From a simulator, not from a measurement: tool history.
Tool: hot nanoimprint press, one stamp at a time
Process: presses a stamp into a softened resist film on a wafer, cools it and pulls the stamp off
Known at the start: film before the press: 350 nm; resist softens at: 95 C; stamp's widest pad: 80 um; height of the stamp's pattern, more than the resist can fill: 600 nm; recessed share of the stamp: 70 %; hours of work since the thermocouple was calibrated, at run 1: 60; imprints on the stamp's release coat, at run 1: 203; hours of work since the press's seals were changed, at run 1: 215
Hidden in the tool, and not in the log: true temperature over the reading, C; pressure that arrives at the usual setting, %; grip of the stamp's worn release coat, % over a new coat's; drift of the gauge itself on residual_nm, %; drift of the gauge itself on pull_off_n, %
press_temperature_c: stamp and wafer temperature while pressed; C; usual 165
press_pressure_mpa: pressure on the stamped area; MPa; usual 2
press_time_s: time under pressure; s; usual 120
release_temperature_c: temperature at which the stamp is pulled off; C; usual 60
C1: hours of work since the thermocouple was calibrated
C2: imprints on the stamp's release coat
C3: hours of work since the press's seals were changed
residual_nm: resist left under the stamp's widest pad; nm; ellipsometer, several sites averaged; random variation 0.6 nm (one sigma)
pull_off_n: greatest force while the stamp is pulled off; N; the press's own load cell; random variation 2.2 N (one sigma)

Run 1, hour 0: usual settings; C1 60; C2 203; C3 215. Result: residual_nm 124.8 nm, pull_off_n 222 N.
Run 2, hour 62.3: usual settings but release_temperature_c 50 C; C1 93; C2 315; C3 248. Result: residual_nm 124.6 nm, pull_off_n 271 N.
Run 3, hour 111.6: usual settings but release_temperature_c 50 C; C1 120; C2 403; C3 275. Result: residual_nm 124 nm, pull_off_n 276 N.
Run 4, hour 180.9: usual settings but release_temperature_c 50 C; C1 156; C2 527; C3 311. Result: residual_nm 125 nm, pull_off_n 278 N.
Run 5, hour 240.1: usual settings but press_temperature_c 157 C; C1 188; C2 634; C3 343. Result: residual_nm 177.3 nm, pull_off_n 238 N.
Run 6, hour 299.4: usual settings but press_temperature_c 155 C; C1 220; C2 740; C3 374. Result: residual_nm 192.8 nm, pull_off_n 235 N.
Run 7, hour 373.7: usual settings; C1 259; C2 873; C3 414. Result: residual_nm 123.4 nm, pull_off_n 244 N.
At hour 408.6: stamp cleaned and given a new release coat.
Run 8, hour 444.9: usual settings; C1 294; C2 65; C3 449. Result: residual_nm 123.9 nm, pull_off_n 221 N.
Run 9, hour 482.4: usual settings; C1 314; C2 133; C3 469. Result: residual_nm 122.7 nm, pull_off_n 220 N.
At hour 528.4: plate thermocouple calibrated.
Run 10, hour 561: usual settings but press_time_s 117 s; C1 17; C2 268; C3 509. Result: residual_nm 126.6 nm, pull_off_n 229 N.
Run 11, hour 634.3: usual settings but release_temperature_c 62 C; C1 56; C2 400; C3 548. Result: residual_nm 126.2 nm, pull_off_n 218 N.
Run 12, hour 673.5: usual settings but release_temperature_c 62 C; C1 77; C2 470; C3 569. Result: residual_nm 126.1 nm, pull_off_n 219 N.
Run 13, hour 725.9: usual settings but release_temperature_c 62 C; C1 105; C2 564; C3 597. Result: residual_nm 125.2 nm, pull_off_n 224 N.
Run 14, hour 782.3: usual settings; C1 135; C2 666; C3 627. Result: residual_nm 126 nm, pull_off_n 236 N.
Run 15, hour 822.1: usual settings; C1 156; C2 737; C3 648. Result: residual_nm 125.6 nm, pull_off_n 242 N.
Run 16, hour 883.3: usual settings; C1 189; C2 847; C3 680. Result: residual_nm 126.1 nm, pull_off_n 242 N.
At hour 931.6: stamp cleaned and given a new release coat.
Run 17, hour 956.8: usual settings but press_temperature_c 156 C, press_pressure_mpa 2.68 MPa; C1 225; C2 45; C3 716. Result: residual_nm 160.5 nm, pull_off_n 221 N.
Run 18, hour 1018.4: usual settings but press_temperature_c 156 C, press_pressure_mpa 2.68 MPa; C1 258; C2 155; C3 749. Result: residual_nm 159.8 nm, pull_off_n 222 N.
Run 19, hour 1057.7: usual settings but press_temperature_c 168 C, press_pressure_mpa 2.68 MPa, press_time_s 104 s, release_temperature_c 48 C; C1 279; C2 226; C3 770. Result: residual_nm 97.4 nm, pull_off_n 269 N.
Run 20, hour 1128.9: usual settings but press_temperature_c 153 C, press_pressure_mpa 2.01 MPa, press_time_s 99 s, release_temperature_c 51 C; C1 316; C2 354; C3 808. Result: residual_nm 222.1 nm, pull_off_n 267 N.
At hour 1171.8: plate thermocouple calibrated.
Run 21, hour 1205.9: usual settings but press_temperature_c 168 C, press_pressure_mpa 1.71 MPa, press_time_s 225 s, release_temperature_c 47 C; C1 18; C2 486; C3 847. Result: residual_nm 100.1 nm, pull_off_n 291 N.
Run 22, hour 1255.3: usual settings but press_temperature_c 160 C, press_pressure_mpa 1.71 MPa, press_time_s 104 s, release_temperature_c 47 C; C1 44; C2 575; C3 874. Result: residual_nm 181.4 nm, pull_off_n 292 N.
Run 23, hour 1316: usual settings but press_temperature_c 163 C, press_pressure_mpa 1.57 MPa; C1 77; C2 684; C3 906. Result: residual_nm 159.9 nm, pull_off_n 239 N.
Run 24, hour 1389.9: usual settings but press_temperature_c 163 C, press_pressure_mpa 2.37 MPa; C1 116; C2 817; C3 945. Result: residual_nm 126.5 nm, pull_off_n 241 N.
Run 25, hour 1441.4: usual settings but press_temperature_c 156 C, press_pressure_mpa 2.37 MPa, release_temperature_c 55 C; C1 144; C2 909; C3 973. Result: residual_nm 175.6 nm, pull_off_n 266 N.
At hour 1457.6: stamp cleaned and given a new release coat.
Run 26, hour 1518.8: usual settings but press_temperature_c 156 C, press_pressure_mpa 2.37 MPa, release_temperature_c 55 C; C1 182; C2 109; C3 1011. Result: residual_nm 173.5 nm, pull_off_n 242 N.
Run 27, hour 1571.3: usual settings but press_temperature_c 156 C, press_pressure_mpa 2.37 MPa, release_temperature_c 55 C; C1 209; C2 204; C3 1039. Result: residual_nm 174.5 nm, pull_off_n 246 N.
Run 28, hour 1646.7: usual settings but press_temperature_c 156 C, press_pressure_mpa 2.37 MPa, release_temperature_c 55 C; C1 250; C2 339; C3 1079. Result: residual_nm 173 nm, pull_off_n 252 N.
Run 29, hour 1688.6: usual settings but press_temperature_c 162 C; C1 272; C2 414; C3 1101. Result: residual_nm 146.3 nm, pull_off_n 228 N.

Hidden state at the last listed run before each entry between runs and at the first one after, where it differs:
Between runs 7 and 8: stamp cleaned and given a new release coat (hour 408.6)
  true temperature over the reading, C: 0.35 -> 0.42; pressure that arrives at the usual setting, %: 96.49 -> 96.25; grip of the stamp's worn release coat, % over a new coat's: 9.6 -> 0.7
  measured less the result without the state, residual_nm: +0.9 -> +0.6 nm; pull_off_n: +20 -> +0 N
Between runs 9 and 10: plate thermocouple calibrated (hour 528.4)
  true temperature over the reading, C: 0.45 -> -0.01; pressure that arrives at the usual setting, %: 96.1 -> 95.81; grip of the stamp's worn release coat, % over a new coat's: 1.5 -> 2.9
  measured less the result without the state, residual_nm: +0.5 -> +3.4 nm; pull_off_n: +1 -> +6 N
Between runs 16 and 17: stamp cleaned and given a new release coat (hour 931.6)
  true temperature over the reading, C: 0.32 -> 0.39; pressure that arrives at the usual setting, %: 94.54 -> 94.27; grip of the stamp's worn release coat, % over a new coat's: 9.3 -> 0.5
  measured less the result without the state, residual_nm: +2.5 -> +4.4 nm; pull_off_n: +19 -> +0 N
Between runs 20 and 21: plate thermocouple calibrated (hour 1171.8)
  true temperature over the reading, C: 0.57 -> -0.1; pressure that arrives at the usual setting, %: 93.6 -> 93.3; grip of the stamp's worn release coat, % over a new coat's: 3.9 -> 5.3
  measured less the result without the state, residual_nm: +1.8 -> +4.1 nm; pull_off_n: +8 -> +15 N
Between runs 25 and 26: stamp cleaned and given a new release coat (hour 1457.6)
  true temperature over the reading, C: 0.15 -> 0.23; pressure that arrives at the usual setting, %: 92.33 -> 92.05; grip of the stamp's worn release coat, % over a new coat's: 10 -> 1.2
  measured less the result without the state, residual_nm: +8 -> +7.7 nm; pull_off_n: +24 -> +2 N
